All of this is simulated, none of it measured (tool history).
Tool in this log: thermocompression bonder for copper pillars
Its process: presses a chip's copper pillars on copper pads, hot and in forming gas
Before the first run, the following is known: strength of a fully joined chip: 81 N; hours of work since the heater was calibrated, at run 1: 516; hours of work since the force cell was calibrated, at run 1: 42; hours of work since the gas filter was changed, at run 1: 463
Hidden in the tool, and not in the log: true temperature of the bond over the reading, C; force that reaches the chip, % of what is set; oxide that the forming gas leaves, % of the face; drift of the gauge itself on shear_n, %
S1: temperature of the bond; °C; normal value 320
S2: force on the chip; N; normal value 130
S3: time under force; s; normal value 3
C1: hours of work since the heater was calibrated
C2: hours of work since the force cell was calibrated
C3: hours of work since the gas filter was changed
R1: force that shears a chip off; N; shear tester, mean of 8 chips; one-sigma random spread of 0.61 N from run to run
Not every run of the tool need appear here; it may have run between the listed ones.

{"run": 1, "hour": 0.0, "S1": 320, "S2": 130, "S3": 3, "C1": 516, "C2": 42, "C3": 463, "R1": 51.2}
{"run": 2, "hour": 6.7, "S1": 320, "S2": 130, "S3": 3, "C1": 520, "C2": 47, "C3": 467, "R1": 51.2}
{"run": 3, "hour": 17.6, "S1": 320, "S2": 130, "S3": 3, "C1": 527, "C2": 54, "C3": 474, "R1": 52.1}
{"run": 4, "hour": 27.9, "S1": 320, "S2": 130, "S3": 5, "C1": 533, "C2": 60, "C3": 481, "R1": 58.6}
{"hour": 36.6, "done": "forming gas filter changed"}
{"run": 5, "hour": 43.3, "S1": 320, "S2": 130, "S3": 5, "C1": 543, "C2": 70, "C3": 4, "R1": 58.6}
{"run": 6, "hour": 57.1, "S1": 320, "S2": 140, "S3": 3, "C1": 551, "C2": 78, "C3": 13, "R1": 52.7}
{"run": 7, "hour": 64.6, "S1": 320, "S2": 140, "S3": 3, "C1": 556, "C2": 83, "C3": 18, "R1": 54.1}
{"run": 8, "hour": 75.6, "S1": 320, "S2": 140, "S3": 3, "C1": 563, "C2": 90, "C3": 25, "R1": 52.5}
{"run": 9, "hour": 82.3, "S1": 320, "S2": 130, "S3": 3, "C1": 567, "C2": 94, "C3": 29, "R1": 51}
{"run": 10, "hour": 94.6, "S1": 320, "S2": 130, "S3": 3, "C1": 575, "C2": 102, "C3": 37, "R1": 51.4}
{"run": 11, "hour": 109.3, "S1": 320, "S2": 130, "S3": 3, "C1": 585, "C2": 112, "C3": 46, "R1": 51.5}
{"run": 12, "hour": 116.2, "S1": 320, "S2": 130, "S3": 3, "C1": 589, "C2": 116, "C3": 50, "R1": 51.5}
{"run": 13, "hour": 130.1, "S1": 320, "S2": 130, "S3": 3, "C1": 598, "C2": 125, "C3": 59, "R1": 49.7}
{"run": 14, "hour": 139.1, "S1": 320, "S2": 130, "S3": 3, "C1": 604, "C2": 130, "C3": 65, "R1": 51.9}
{"run": 15, "hour": 146.3, "S1": 320, "S2": 130, "S3": 3, "C1": 608, "C2": 135, "C3": 70, "R1": 50.3}
{"run": 16, "hour": 156.0, "S1": 320, "S2": 130, "S3": 3, "C1": 614, "C2": 141, "C3": 76, "R1": 51.7}
{"run": 17, "hour": 162.9, "S1": 320, "S2": 130, "S3": 3, "C1": 619, "C2": 146, "C3": 80, "R1": 50.5}
{"run": 18, "hour": 176.6, "S1": 320, "S2": 130, "S3": 2, "C1": 627, "C2": 154, "C3": 89, "R1": 45.1}
{"run": 19, "hour": 182.9, "S1": 320, "S2": 130, "S3": 2, "C1": 631, "C2": 158, "C3": 93, "R1": 45.3}
{"run": 20, "hour": 194.5, "S1": 320, "S2": 130, "S3": 2, "C1": 639, "C2": 166, "C3": 100, "R1": 45.4}
{"run": 21, "hour": 205.9, "S1": 340, "S2": 139, "S3": 4, "C1": 646, "C2": 173, "C3": 107, "R1": 63.1}
{"run": 22, "hour": 217.3, "S1": 340, "S2": 139, "S3": 4, "C1": 653, "C2": 180, "C3": 115, "R1": 65.1}
{"run": 23, "hour": 230.3, "S1": 320, "S2": 130, "S3": 8, "C1": 661, "C2": 188, "C3": 123, "R1": 64.8}
{"run": 24, "hour": 242.5, "S1": 320, "S2": 130, "S3": 8, "C1": 669, "C2": 196, "C3": 131, "R1": 64.5}
{"run": 25, "hour": 248.8, "S1": 316, "S2": 142, "S3": 3, "C1": 673, "C2": 200, "C3": 135, "R1": 51.8}
{"run": 26, "hour": 262.5, "S1": 321, "S2": 126, "S3": 3, "C1": 682, "C2": 209, "C3": 143, "R1": 50.2}
{"run": 27, "hour": 268.8, "S1": 321, "S2": 126, "S3": 3, "C1": 686, "C2": 213, "C3": 147, "R1": 51.3}
{"run": 28, "hour": 278.2, "S1": 321, "S2": 126, "S3": 3, "C1": 692, "C2": 219, "C3": 153, "R1": 49.9}
{"run": 29, "hour": 290.0, "S1": 308, "S2": 185, "S3": 5, "C1": 699, "C2": 226, "C3": 161, "R1": 63.6}
{"run": 30, "hour": 302.6, "S1": 308, "S2": 185, "S3": 5, "C1": 707, "C2": 234, "C3": 169, "R1": 64.8}
{"run": 31, "hour": 315.5, "S1": 316, "S2": 117, "S3": 5, "C1": 716, "C2": 242, "C3": 177, "R1": 53.3}
{"run": 32, "hour": 326.1, "S1": 316, "S2": 117, "S3": 5, "C1": 722, "C2": 249, "C3": 184, "R1": 54.1}
{"run": 33, "hour": 338.7, "S1": 316, "S2": 102, "S3": 5, "C1": 730, "C2": 257, "C3": 192, "R1": 50.1}
{"run": 34, "hour": 345.2, "S1": 346, "S2": 130, "S3": 2, "C1": 734, "C2": 261, "C3": 196, "R1": 54.7}
{"run": 35, "hour": 359.2, "S1": 320, "S2": 109, "S3": 3, "C1": 743, "C2": 270, "C3": 205, "R1": 46.2}
{"run": 36, "hour": 370.7, "S1": 320, "S2": 109, "S3": 3, "C1": 751, "C2": 277, "C3": 212, "R1": 45.5}
{"run": 37, "hour": 385.6, "S1": 320, "S2": 109, "S3": 3, "C1": 760, "C2": 287, "C3": 222, "R1": 46.1}
{"run": 38, "hour": 392.3, "S1": 320, "S2": 173, "S3": 4, "C1": 764, "C2": 291, "C3": 226, "R1": 64.5}
{"run": 39, "hour": 402.1, "S1": 320, "S2": 173, "S3": 4, "C1": 770, "C2": 297, "C3": 232, "R1": 64.4}

What if the next run were any one of these 5? Each begins from the tool's condition after run 39:
{"run": "A", "hour": 413.1, "S1": 345, "S2": 130, "S3": 2, "C1": 777, "C2": 304, "C3": 239, "R1": "?"}
{"run": "B", "hour": 413.1, "S1": 339, "S2": 122, "S3": 4, "C1": 777, "C2": 304, "C3": 239, "R1": "?"}
{"run": "C", "hour": 413.1, "S1": 320, "S2": 171, "S3": 4, "C1": 777, "C2": 304, "C3": 239, "R1": "?"}
{"run": "D", "hour": 413.1, "S1": 329, "S2": 115, "S3": 8, "C1": 777, "C2": 304, "C3": 239, "R1": "?"}
{"run": "E", "hour": 413.1, "S1": 291, "S2": 130, "S3": 3, "C1": 777, "C2": 304, "C3": 239, "R1": "?"}

run=A R1=53.8
run=B R1=61.5
run=C R1=62.3
run=D R1=63.6
run=E R1=39.6
The same runs, with their run-to-run variation unchanged, on a tool lacking any hidden condition would have given:
run=A R1=53.9
run=B R1=61.6
run=C R1=62.4
run=D R1=63.7
run=E R1=39.7
